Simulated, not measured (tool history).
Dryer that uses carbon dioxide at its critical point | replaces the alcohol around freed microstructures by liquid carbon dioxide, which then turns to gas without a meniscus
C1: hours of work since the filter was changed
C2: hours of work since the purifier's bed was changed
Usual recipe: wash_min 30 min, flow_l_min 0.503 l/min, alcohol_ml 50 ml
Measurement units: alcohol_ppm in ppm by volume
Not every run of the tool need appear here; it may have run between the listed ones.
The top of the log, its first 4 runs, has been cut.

{"run": 5, "hour": 92.6, "wash_min": 30, "flow_l_min": 0.348, "alcohol_ml": 50, "C1": 234, "C2": 209, "alcohol_ppm": 472}
{"run": 6, "hour": 109.7, "wash_min": 30, "flow_l_min": 0.348, "alcohol_ml": 50, "C1": 241, "C2": 216, "alcohol_ppm": 483}
{"run": 7, "hour": 127.3, "wash_min": 30, "flow_l_min": 0.348, "alcohol_ml": 50, "C1": 249, "C2": 224, "alcohol_ppm": 485}
{"hour": 134.4, "done": "inlet filter changed"}
{"run": 8, "hour": 144.4, "wash_min": 27, "flow_l_min": 0.348, "alcohol_ml": 50, "C1": 4, "C2": 231, "alcohol_ppm": 482}
{"run": 9, "hour": 180.7, "wash_min": 27, "flow_l_min": 0.348, "alcohol_ml": 50, "C1": 21, "C2": 248, "alcohol_ppm": 510}
{"run": 10, "hour": 207.1, "wash_min": 30, "flow_l_min": 0.503, "alcohol_ml": 50, "C1": 32, "C2": 259, "alcohol_ppm": 58}
{"run": 11, "hour": 231.4, "wash_min": 30, "flow_l_min": 0.503, "alcohol_ml": 50, "C1": 43, "C2": 270, "alcohol_ppm": 62}
{"run": 12, "hour": 253.9, "wash_min": 30, "flow_l_min": 0.503, "alcohol_ml": 50, "C1": 53, "C2": 280, "alcohol_ppm": 60}
{"run": 13, "hour": 280.2, "wash_min": 30, "flow_l_min": 0.503, "alcohol_ml": 50, "C1": 65, "C2": 292, "alcohol_ppm": 66}
{"run": 14, "hour": 312.9, "wash_min": 30, "flow_l_min": 0.503, "alcohol_ml": 112, "C1": 80, "C2": 306, "alcohol_ppm": 137}
{"run": 15, "hour": 347.1, "wash_min": 30, "flow_l_min": 0.503, "alcohol_ml": 28, "C1": 95, "C2": 322, "alcohol_ppm": 54}
{"run": 16, "hour": 368.2, "wash_min": 30, "flow_l_min": 0.503, "alcohol_ml": 28, "C1": 104, "C2": 331, "alcohol_ppm": 45}
{"run": 17, "hour": 407.7, "wash_min": 30, "flow_l_min": 0.503, "alcohol_ml": 28, "C1": 122, "C2": 349, "alcohol_ppm": 53}
{"run": 18, "hour": 431.8, "wash_min": 25, "flow_l_min": 0.503, "alcohol_ml": 28, "C1": 133, "C2": 360, "alcohol_ppm": 113}
{"run": 19, "hour": 455.1, "wash_min": 25, "flow_l_min": 0.503, "alcohol_ml": 28, "C1": 143, "C2": 370, "alcohol_ppm": 124}
{"run": 20, "hour": 492.7, "wash_min": 31, "flow_l_min": 0.503, "alcohol_ml": 39, "C1": 160, "C2": 387, "alcohol_ppm": 65}
{"run": 21, "hour": 515.2, "wash_min": 30, "flow_l_min": 0.646, "alcohol_ml": 38, "C1": 170, "C2": 397, "alcohol_ppm": 32}
{"run": 22, "hour": 550.5, "wash_min": 25, "flow_l_min": 0.503, "alcohol_ml": 96, "C1": 186, "C2": 412, "alcohol_ppm": 367}
{"run": 23, "hour": 583.3, "wash_min": 20, "flow_l_min": 0.375, "alcohol_ml": 116, "C1": 200, "C2": 427, "alcohol_ppm": 3156}
{"run": 24, "hour": 603.0, "wash_min": 30, "flow_l_min": 0.357, "alcohol_ml": 116, "C1": 209, "C2": 436, "alcohol_ppm": 925}
{"run": 25, "hour": 633.6, "wash_min": 21, "flow_l_min": 0.414, "alcohol_ml": 85, "C1": 223, "C2": 449, "alcohol_ppm": 1502}
{"run": 26, "hour": 650.4, "wash_min": 42, "flow_l_min": 0.33, "alcohol_ml": 81, "C1": 230, "C2": 457, "alcohol_ppm": 216}
{"run": 27, "hour": 682.2, "wash_min": 30, "flow_l_min": 0.503, "alcohol_ml": 117, "C1": 244, "C2": 471, "alcohol_ppm": 204}
{"hour": 699.6, "done": "inlet filter changed"}
{"run": 28, "hour": 701.2, "wash_min": 30, "flow_l_min": 0.818, "alcohol_ml": 82, "C1": 1, "C2": 479, "alcohol_ppm": 32}

Run 29, settings as shown, results not yet in. Your forecast:
{"run": 29, "hour": 727.1, "wash_min": 30, "flow_l_min": 0.818, "alcohol_ml": 82, "C1": 12, "C2": 491, "alcohol_ppm": "?"}

alcohol_ppm: 33 ppm by volume
On a tool with no hidden condition, and with the same random variation, this run would have come out at alcohol_ppm 9 ppm by volume.
